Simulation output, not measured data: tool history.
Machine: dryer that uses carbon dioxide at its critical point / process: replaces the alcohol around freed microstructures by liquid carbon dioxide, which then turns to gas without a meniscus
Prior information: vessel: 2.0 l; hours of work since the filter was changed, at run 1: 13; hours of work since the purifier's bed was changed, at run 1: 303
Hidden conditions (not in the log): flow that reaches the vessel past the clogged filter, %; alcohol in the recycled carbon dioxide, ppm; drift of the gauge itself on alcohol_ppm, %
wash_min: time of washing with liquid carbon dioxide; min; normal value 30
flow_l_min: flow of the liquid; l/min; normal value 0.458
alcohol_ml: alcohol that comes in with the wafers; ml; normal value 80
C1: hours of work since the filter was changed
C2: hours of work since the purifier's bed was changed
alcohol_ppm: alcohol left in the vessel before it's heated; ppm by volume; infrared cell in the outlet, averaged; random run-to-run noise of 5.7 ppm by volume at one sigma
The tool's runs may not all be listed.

run 1 day=0 | wash_min=30 flow_l_min=0.458 alcohol_ml=80 | C1=13 C2=303 | alcohol_ppm=267
run 2 day=0.975 | wash_min=30 flow_l_min=0.458 alcohol_ml=80 | C1=24 C2=315 | alcohol_ppm=281
run 3 day=2.138 | wash_min=30 flow_l_min=0.458 alcohol_ml=102 | C1=38 C2=328 | alcohol_ppm=338
run 4 day=3.388 | wash_min=30 flow_l_min=0.458 alcohol_ml=80 | C1=53 C2=343 | alcohol_ppm=318
run 5 day=4.05 | wash_min=30 flow_l_min=0.458 alcohol_ml=80 | C1=61 C2=351 | alcohol_ppm=304
run 6 day=4.946 | wash_min=30 flow_l_min=0.458 alcohol_ml=80 | C1=72 C2=362 | alcohol_ppm=319
run 7 day=5.817 | wash_min=30 flow_l_min=0.458 alcohol_ml=80 | C1=82 C2=372 | alcohol_ppm=334
run 8 day=6.329 | wash_min=30 flow_l_min=0.458 alcohol_ml=94 | C1=88 C2=379 | alcohol_ppm=367
run 9 day=7.204 | wash_min=30 flow_l_min=0.458 alcohol_ml=21 | C1=99 C2=389 | alcohol_ppm=181
run 10 day=8.325 | wash_min=30 flow_l_min=0.458 alcohol_ml=67 | C1=112 C2=402 | alcohol_ppm=329
run 11 day=9.054 | wash_min=30 flow_l_min=0.458 alcohol_ml=67 | C1=121 C2=411 | alcohol_ppm=337
run 12 day=10.088 | wash_min=30 flow_l_min=0.458 alcohol_ml=67 | C1=133 C2=424 | alcohol_ppm=340
run 13 day=11.346 | wash_min=30 flow_l_min=0.458 alcohol_ml=80 | C1=148 C2=439 | alcohol_ppm=387
run 14 day=11.921 | wash_min=30 flow_l_min=0.458 alcohol_ml=80 | C1=155 C2=445 | alcohol_ppm=414
run 15 day=12.758 | wash_min=30 flow_l_min=0.458 alcohol_ml=80 | C1=165 C2=455 | alcohol_ppm=412
run 16 day=13.4 | wash_min=30 flow_l_min=0.458 alcohol_ml=80 | C1=173 C2=463 | alcohol_ppm=415
run 17 day=14.221 | wash_min=19 flow_l_min=0.458 alcohol_ml=80 | C1=183 C2=473 | alcohol_ppm=1889
run 18 day=14.792 | wash_min=19 flow_l_min=0.458 alcohol_ml=80 | C1=190 C2=480 | alcohol_ppm=1852
run 19 day=15.312 | wash_min=19 flow_l_min=0.458 alcohol_ml=80 | C1=196 C2=486 | alcohol_ppm=1892
run 20 day=16.462 | wash_min=30 flow_l_min=0.458 alcohol_ml=80 | C1=210 C2=500 | alcohol_ppm=444
run 21 day=17.654 | wash_min=30 flow_l_min=0.458 alcohol_ml=80 | C1=224 C2=514 | alcohol_ppm=466
run 22 day=18.575 | wash_min=30 flow_l_min=0.458 alcohol_ml=80 | C1=235 C2=525 | alcohol_ppm=475
run 23 day=19.354 | wash_min=30 flow_l_min=0.458 alcohol_ml=80 | C1=244 C2=534 | alcohol_ppm=482
run 24 day=20.412 | wash_min=30 flow_l_min=0.458 alcohol_ml=21 | C1=257 C2=547 | alcohol_ppm=267
run 25 day=21.679 | wash_min=28 flow_l_min=0.458 alcohol_ml=21 | C1=272 C2=562 | alcohol_ppm=303
run 26 day=22.621 | wash_min=28 flow_l_min=0.723 alcohol_ml=21 | C1=283 C2=573 | alcohol_ppm=203
run 27 day=23.762 | wash_min=28 flow_l_min=0.419 alcohol_ml=106 | C1=297 C2=587 | alcohol_ppm=1165
run 28 day=24.767 | wash_min=28 flow_l_min=0.67 alcohol_ml=90 | C1=309 C2=599 | alcohol_ppm=274
run 29 day=25.525 | wash_min=47 flow_l_min=0.458 alcohol_ml=28 | C1=318 C2=608 | alcohol_ppm=211
-- day=26.171 inlet filter changed
run 30 day=26.696 | wash_min=31 flow_l_min=0.458 alcohol_ml=80 | C1=6 C2=622 | alcohol_ppm=354
run 31 day=27.354 | wash_min=25 flow_l_min=0.374 alcohol_ml=62 | C1=14 C2=629 | alcohol_ppm=1000
run 32 day=28.596 | wash_min=30 flow_l_min=0.761 alcohol_ml=31 | C1=29 C2=644 | alcohol_ppm=213
run 33 day=29.4 | wash_min=30 flow_l_min=0.761 alcohol_ml=31 | C1=39 C2=654 | alcohol_ppm=211
run 34 day=30.154 | wash_min=40 flow_l_min=0.442 alcohol_ml=102 | C1=48 C2=663 | alcohol_ppm=269
run 35 day=30.904 | wash_min=20 flow_l_min=0.719 alcohol_ml=91 | C1=57 C2=672 | alcohol_ppm=384
run 36 day=31.888 | wash_min=36 flow_l_min=0.468 alcohol_ml=91 | C1=68 C2=684 | alcohol_ppm=298
-- day=32.533 purifier's bed changed
run 37 day=32.533 | wash_min=30 flow_l_min=0.458 alcohol_ml=48 | C1=75 C2=0 | alcohol_ppm=137
run 38 day=33.629 | wash_min=35 flow_l_min=0.458 alcohol_ml=67 | C1=88 C2=13 | alcohol_ppm=81
run 39 day=34.788 | wash_min=35 flow_l_min=0.458 alcohol_ml=67 | C1=102 C2=27 | alcohol_ppm=93
run 40 day=35.362 | wash_min=32 flow_l_min=0.718 alcohol_ml=67 | C1=108 C2=34 | alcohol_ppm=22
run 41 day=36.192 | wash_min=32 flow_l_min=0.718 alcohol_ml=67 | C1=118 C2=44 | alcohol_ppm=24
run 42 day=37.021 | wash_min=32 flow_l_min=0.396 alcohol_ml=67 | C1=128 C2=54 | alcohol_ppm=323
run 43 day=37.792 | wash_min=41 flow_l_min=0.33 alcohol_ml=43 | C1=137 C2=63 | alcohol_ppm=166
run 44 day=38.704 | wash_min=41 flow_l_min=0.458 alcohol_ml=88 | C1=148 C2=74 | alcohol_ppm=71
run 45 day=39.967 | wash_min=40 flow_l_min=0.419 alcohol_ml=83 | C1=163 C2=89 | alcohol_ppm=110

Predict the results of run 46:
run 46 day=40.925 | wash_min=40 flow_l_min=0.419 alcohol_ml=83 | C1=175 C2=100 | alcohol_ppm=?

Run 46 measured alcohol_ppm 135 ppm by volume.
Take away the tool's hidden state, keep the run-to-run variation as it was, and the same run would have given alcohol_ppm 65 ppm by volume.
